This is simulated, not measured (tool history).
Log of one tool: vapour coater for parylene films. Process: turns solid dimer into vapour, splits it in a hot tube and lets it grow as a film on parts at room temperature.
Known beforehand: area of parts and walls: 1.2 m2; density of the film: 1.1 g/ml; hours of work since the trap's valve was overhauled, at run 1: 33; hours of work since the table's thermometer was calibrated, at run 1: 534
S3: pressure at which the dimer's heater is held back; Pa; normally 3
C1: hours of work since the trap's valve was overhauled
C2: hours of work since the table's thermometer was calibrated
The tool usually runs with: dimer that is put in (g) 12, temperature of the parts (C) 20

run 1 hour=0 | dimer_that_is_put_in_(g)=12 temperature_of_the_parts_(C)=20 S3=3 | C1=33 C2=534 | thickness_of_the_film_(µm)=6.56
run 2 hour=25.8 | dimer_that_is_put_in_(g)=12 temperature_of_the_parts_(C)=20 S3=3 | C1=48 C2=550 | thickness_of_the_film_(µm)=6.51
run 3 hour=51.7 | dimer_that_is_put_in_(g)=12 temperature_of_the_parts_(C)=20 S3=3 | C1=64 C2=565 | thickness_of_the_film_(µm)=6.52
run 4 hour=71 | dimer_that_is_put_in_(g)=12 temperature_of_the_parts_(C)=20 S3=3 | C1=76 C2=577 | thickness_of_the_film_(µm)=6.54
run 5 hour=97.6 | dimer_that_is_put_in_(g)=12 temperature_of_the_parts_(C)=25 S3=3 | C1=91 C2=593 | thickness_of_the_film_(µm)=5.23
run 6 hour=111.8 | dimer_that_is_put_in_(g)=12 temperature_of_the_parts_(C)=25 S3=5.41 | C1=100 C2=601 | thickness_of_the_film_(µm)=4.78
run 7 hour=135 | dimer_that_is_put_in_(g)=12 temperature_of_the_parts_(C)=25 S3=5.41 | C1=114 C2=615 | thickness_of_the_film_(µm)=4.8
run 8 hour=149.6 | dimer_that_is_put_in_(g)=12 temperature_of_the_parts_(C)=25 S3=5.41 | C1=123 C2=624 | thickness_of_the_film_(µm)=4.89
run 9 hour=176 | dimer_that_is_put_in_(g)=12 temperature_of_the_parts_(C)=25 S3=5.41 | C1=138 C2=640 | thickness_of_the_film_(µm)=4.83
run 10 hour=188.7 | dimer_that_is_put_in_(g)=12 temperature_of_the_parts_(C)=25 S3=5.41 | C1=146 C2=647 | thickness_of_the_film_(µm)=4.73
run 11 hour=205.4 | dimer_that_is_put_in_(g)=12 temperature_of_the_parts_(C)=25 S3=5.41 | C1=156 C2=657 | thickness_of_the_film_(µm)=4.77
run 12 hour=228.3 | dimer_that_is_put_in_(g)=12 temperature_of_the_parts_(C)=20 S3=3 | C1=170 C2=671 | thickness_of_the_film_(µm)=6.27
run 13 hour=241.2 | dimer_that_is_put_in_(g)=12 temperature_of_the_parts_(C)=20 S3=4.92 | C1=178 C2=679 | thickness_of_the_film_(µm)=5.95
run 14 hour=266.6 | dimer_that_is_put_in_(g)=7 temperature_of_the_parts_(C)=20 S3=3 | C1=193 C2=694 | thickness_of_the_film_(µm)=3.63
run 15 hour=284.3 | dimer_that_is_put_in_(g)=7 temperature_of_the_parts_(C)=20 S3=3 | C1=203 C2=705 | thickness_of_the_film_(µm)=3.67
run 16 hour=295.9 | dimer_that_is_put_in_(g)=12 temperature_of_the_parts_(C)=20 S3=3 | C1=210 C2=712 | thickness_of_the_film_(µm)=6.36
run 17 hour=311.4 | dimer_that_is_put_in_(g)=12 temperature_of_the_parts_(C)=19 S3=3 | C1=220 C2=721 | thickness_of_the_film_(µm)=6.53
run 18 hour=325.2 | dimer_that_is_put_in_(g)=12 temperature_of_the_parts_(C)=22 S3=3 | C1=228 C2=729 | thickness_of_the_film_(µm)=5.7
run 19 hour=348.8 | dimer_that_is_put_in_(g)=12 temperature_of_the_parts_(C)=22 S3=3 | C1=242 C2=743 | thickness_of_the_film_(µm)=5.71
run 20 hour=372.2 | dimer_that_is_put_in_(g)=12 temperature_of_the_parts_(C)=15 S3=3 | C1=256 C2=757 | thickness_of_the_film_(µm)=7.6
run 21 hour=394.7 | dimer_that_is_put_in_(g)=12 temperature_of_the_parts_(C)=15 S3=3 | C1=270 C2=771 | thickness_of_the_film_(µm)=7.57
run 22 hour=418.6 | dimer_that_is_put_in_(g)=12 temperature_of_the_parts_(C)=29 S3=3 | C1=284 C2=785 | thickness_of_the_film_(µm)=4.25
run 23 hour=436.1 | dimer_that_is_put_in_(g)=18 temperature_of_the_parts_(C)=20 S3=3 | C1=294 C2=796 | thickness_of_the_film_(µm)=9.18
run 24 hour=461.5 | dimer_that_is_put_in_(g)=6 temperature_of_the_parts_(C)=20 S3=2.54 | C1=310 C2=811 | thickness_of_the_film_(µm)=3.09
run 25 hour=473.7 | dimer_that_is_put_in_(g)=6 temperature_of_the_parts_(C)=20 S3=2.54 | C1=317 C2=818 | thickness_of_the_film_(µm)=3.05
run 26 hour=487.8 | dimer_that_is_put_in_(g)=10 temperature_of_the_parts_(C)=20 S3=4.99 | C1=325 C2=827 | thickness_of_the_film_(µm)=4.66
run 27 hour=513.3 | dimer_that_is_put_in_(g)=10 temperature_of_the_parts_(C)=24 S3=4.99 | C1=341 C2=842 | thickness_of_the_film_(µm)=3.89
run 28 hour=540.3 | dimer_that_is_put_in_(g)=10 temperature_of_the_parts_(C)=24 S3=4.99 | C1=357 C2=858 | thickness_of_the_film_(µm)=3.93
run 29 hour=558.9 | dimer_that_is_put_in_(g)=13 temperature_of_the_parts_(C)=31 S3=4.9 | C1=368 C2=869 | thickness_of_the_film_(µm)=3.9
run 30 hour=581.9 | dimer_that_is_put_in_(g)=13 temperature_of_the_parts_(C)=31 S3=4.9 | C1=382 C2=883 | thickness_of_the_film_(µm)=3.87
-- hour=588.4 trap's valve overhauled
run 31 hour=606.8 | dimer_that_is_put_in_(g)=13 temperature_of_the_parts_(C)=31 S3=4.9 | C1=11 C2=896 | thickness_of_the_film_(µm)=4.16
run 32 hour=625.1 | dimer_that_is_put_in_(g)=13 temperature_of_the_parts_(C)=31 S3=4.9 | C1=22 C2=907 | thickness_of_the_film_(µm)=4.23
run 33 hour=637.4 | dimer_that_is_put_in_(g)=13 temperature_of_the_parts_(C)=31 S3=4.9 | C1=29 C2=914 | thickness_of_the_film_(µm)=4.24
run 34 hour=649.2 | dimer_that_is_put_in_(g)=16 temperature_of_the_parts_(C)=20 S3=2.74 | C1=36 C2=921 | thickness_of_the_film_(µm)=8.77
run 35 hour=661.8 | dimer_that_is_put_in_(g)=16 temperature_of_the_parts_(C)=20 S3=2.74 | C1=44 C2=929 | thickness_of_the_film_(µm)=8.86
run 36 hour=689.5 | dimer_that_is_put_in_(g)=16 temperature_of_the_parts_(C)=20 S3=3.04 | C1=61 C2=945 | thickness_of_the_film_(µm)=8.48
run 37 hour=704.6 | dimer_that_is_put_in_(g)=20 temperature_of_the_parts_(C)=23 S3=2.64 | C1=70 C2=954 | thickness_of_the_film_(µm)=9.6
run 38 hour=716.7 | dimer_that_is_put_in_(g)=15 temperature_of_the_parts_(C)=12 S3=3 | C1=77 C2=962 | thickness_of_the_film_(µm)=10.9
run 39 hour=737.2 | dimer_that_is_put_in_(g)=15 temperature_of_the_parts_(C)=12 S3=4.4 | C1=89 C2=974 | thickness_of_the_film_(µm)=10.52
run 40 hour=763.1 | dimer_that_is_put_in_(g)=9 temperature_of_the_parts_(C)=20 S3=11 | C1=105 C2=989 | thickness_of_the_film_(µm)=3.95
run 41 hour=775.5 | dimer_that_is_put_in_(g)=9 temperature_of_the_parts_(C)=20 S3=11 | C1=112 C2=997 | thickness_of_the_film_(µm)=3.97
run 42 hour=787.3 | dimer_that_is_put_in_(g)=9 temperature_of_the_parts_(C)=20 S3=11 | C1=119 C2=1004 | thickness_of_the_film_(µm)=3.92
run 43 hour=798.7 | dimer_that_is_put_in_(g)=7 temperature_of_the_parts_(C)=20 S3=11 | C1=126 C2=1011 | thickness_of_the_film_(µm)=3.07

Some steps in thickness of the film (µm), run to run, broken into two amounts with sign: the step expected even without the hidden condition (settings, incoming material, random variation), and the rest, left for the hidden condition together with whatever gauge scatter is not in both the measured and the hidden-condition-free result:
What the log doesn't record here: vapour lost through the trap's worn valve, %; true temperature of the parts over the reading, C; drift of the gauge itself on film_um, %.
Run 22 -> 23: dimer that is put in (g) 12 -> 18, temperature of the parts (C) 29 -> 20. thickness of the film (µm) +4.93: hidden state -0.53, all else +5.46.
Run 23 -> 24: dimer that is put in (g) 18 -> 6, S3 3 -> 2.54. thickness of the film (µm) -6.09: hidden state +0.6, all else -6.69.
Run 38 -> 39: S3 3 -> 4.4. thickness of the film (µm) -0.38: hidden state -0.37, all else -0.01.
Run 39 -> 40: dimer that is put in (g) 15 -> 9, temperature of the parts (C) 12 -> 20, S3 4.4 -> 11. thickness of the film (µm) -6.57: hidden state +0.34, all else -6.91.
